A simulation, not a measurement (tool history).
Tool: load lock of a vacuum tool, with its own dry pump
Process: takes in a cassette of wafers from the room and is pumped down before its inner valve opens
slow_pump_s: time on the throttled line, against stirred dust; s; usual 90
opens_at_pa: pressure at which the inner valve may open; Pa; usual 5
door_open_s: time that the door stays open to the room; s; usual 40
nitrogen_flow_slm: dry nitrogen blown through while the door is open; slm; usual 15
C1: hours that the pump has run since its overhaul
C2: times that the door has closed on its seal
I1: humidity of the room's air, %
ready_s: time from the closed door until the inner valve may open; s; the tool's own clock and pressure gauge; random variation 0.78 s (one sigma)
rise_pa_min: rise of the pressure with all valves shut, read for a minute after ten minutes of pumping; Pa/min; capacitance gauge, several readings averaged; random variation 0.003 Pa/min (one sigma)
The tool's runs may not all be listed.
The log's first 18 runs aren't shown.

{"run": 19, "hour": 3189.4, "slow_pump_s": 92, "opens_at_pa": 6, "door_open_s": 178, "nitrogen_flow_slm": 18, "C1": 12151, "C2": 33234, "I1": 45.4, "ready_s": 150.4, "rise_pa_min": 0.214}
{"run": 20, "hour": 3320.2, "slow_pump_s": 92, "opens_at_pa": 6, "door_open_s": 178, "nitrogen_flow_slm": 18, "C1": 12281, "C2": 33623, "I1": 46.9, "ready_s": 151, "rise_pa_min": 0.233}
{"run": 21, "hour": 3506.8, "slow_pump_s": 90, "opens_at_pa": 8, "door_open_s": 92, "nitrogen_flow_slm": 19, "C1": 12468, "C2": 34179, "I1": 41.5, "ready_s": 146, "rise_pa_min": 0.209}
{"run": 22, "hour": 3757.9, "slow_pump_s": 66, "opens_at_pa": 7, "door_open_s": 207, "nitrogen_flow_slm": 14, "C1": 12719, "C2": 34927, "I1": 49, "ready_s": 127.6, "rise_pa_min": 0.259}
{"run": 23, "hour": 3860.5, "slow_pump_s": 66, "opens_at_pa": 7, "door_open_s": 207, "nitrogen_flow_slm": 30, "C1": 12822, "C2": 35233, "I1": 48.7, "ready_s": 129.1, "rise_pa_min": 0.232}
{"run": 24, "hour": 3995.4, "slow_pump_s": 101, "opens_at_pa": 6, "door_open_s": 56, "nitrogen_flow_slm": 11, "C1": 12956, "C2": 35635, "I1": 47.7, "ready_s": 157.9, "rise_pa_min": 0.225}
{"run": 25, "hour": 4103.0, "slow_pump_s": 49, "opens_at_pa": 5, "door_open_s": 40, "nitrogen_flow_slm": 15, "C1": 13064, "C2": 35955, "I1": 46.9, "ready_s": 118.7, "rise_pa_min": 0.209}
{"run": 26, "hour": 4230.7, "slow_pump_s": 53, "opens_at_pa": 5, "door_open_s": 40, "nitrogen_flow_slm": 4, "C1": 13192, "C2": 36336, "I1": 44.9, "ready_s": 120.3, "rise_pa_min": 0.227}
{"run": 27, "hour": 4383.0, "slow_pump_s": 53, "opens_at_pa": 5, "door_open_s": 40, "nitrogen_flow_slm": 4, "C1": 13344, "C2": 36789, "I1": 44, "ready_s": 121.6, "rise_pa_min": 0.22}
{"run": 28, "hour": 4622.1, "slow_pump_s": 53, "opens_at_pa": 5, "door_open_s": 40, "nitrogen_flow_slm": 4, "C1": 13583, "C2": 37501, "I1": 44.1, "ready_s": 121.4, "rise_pa_min": 0.235}
{"run": 29, "hour": 4808.4, "slow_pump_s": 80, "opens_at_pa": 5, "door_open_s": 56, "nitrogen_flow_slm": 4, "C1": 13769, "C2": 38056, "I1": 46.8, "ready_s": 145, "rise_pa_min": 0.25}
{"run": 30, "hour": 5010.0, "slow_pump_s": 80, "opens_at_pa": 5, "door_open_s": 56, "nitrogen_flow_slm": 4, "C1": 13971, "C2": 38657, "I1": 44.2, "ready_s": 145.8, "rise_pa_min": 0.256}
{"run": 31, "hour": 5163.2, "slow_pump_s": 80, "opens_at_pa": 7, "door_open_s": 32, "nitrogen_flow_slm": 4, "C1": 14124, "C2": 39113, "I1": 44.2, "ready_s": 140.5, "rise_pa_min": 0.238}
{"hour": 5377.8, "done": "door's seal changed, seat wiped"}
{"run": 32, "hour": 5377.8, "slow_pump_s": 80, "opens_at_pa": 7, "door_open_s": 32, "nitrogen_flow_slm": 4, "C1": 14337, "C2": 0, "I1": 47.9, "ready_s": 142.6, "rise_pa_min": 0.052}
{"run": 33, "hour": 5602.4, "slow_pump_s": 90, "opens_at_pa": 5, "door_open_s": 56, "nitrogen_flow_slm": 15, "C1": 14562, "C2": 669, "I1": 45.8, "ready_s": 153.3, "rise_pa_min": 0.055}
{"run": 34, "hour": 5822.7, "slow_pump_s": 71, "opens_at_pa": 5, "door_open_s": 40, "nitrogen_flow_slm": 15, "C1": 14782, "C2": 1325, "I1": 42.7, "ready_s": 138.6, "rise_pa_min": 0.044}
{"run": 35, "hour": 5961.3, "slow_pump_s": 71, "opens_at_pa": 5, "door_open_s": 40, "nitrogen_flow_slm": 15, "C1": 14921, "C2": 1738, "I1": 46.1, "ready_s": 138.5, "rise_pa_min": 0.045}
{"run": 36, "hour": 6079.9, "slow_pump_s": 71, "opens_at_pa": 5, "door_open_s": 40, "nitrogen_flow_slm": 15, "C1": 15039, "C2": 2091, "I1": 46.6, "ready_s": 138, "rise_pa_min": 0.048}

3 ways to go on from here, each from the tool as it stands after run 36. What would each give?
{"run": "A", "hour": 6329.4, "slow_pump_s": 90, "opens_at_pa": 5, "door_open_s": 71, "nitrogen_flow_slm": 10, "C1": 15289, "C2": 2835, "I1": 41.7, "ready_s": "?", "rise_pa_min": "?"}
{"run": "B", "hour": 6329.4, "slow_pump_s": 90, "opens_at_pa": 5, "door_open_s": 40, "nitrogen_flow_slm": 16, "C1": 15289, "C2": 2835, "I1": 47, "ready_s": "?", "rise_pa_min": "?"}
{"run": "C", "hour": 6329.4, "slow_pump_s": 71, "opens_at_pa": 5, "door_open_s": 163, "nitrogen_flow_slm": 15, "C1": 15289, "C2": 2835, "I1": 43.5, "ready_s": "?", "rise_pa_min": "?"}

run=A ready_s=153.6 rise_pa_min=0.064
run=B ready_s=153.9 rise_pa_min=0.051
run=C ready_s=139.7 rise_pa_min=0.078
Without the tool's hidden state the same runs would have given:
run=A ready_s=138.7 rise_pa_min=0.058
run=B ready_s=139 rise_pa_min=0.045
run=C ready_s=123.8 rise_pa_min=0.073
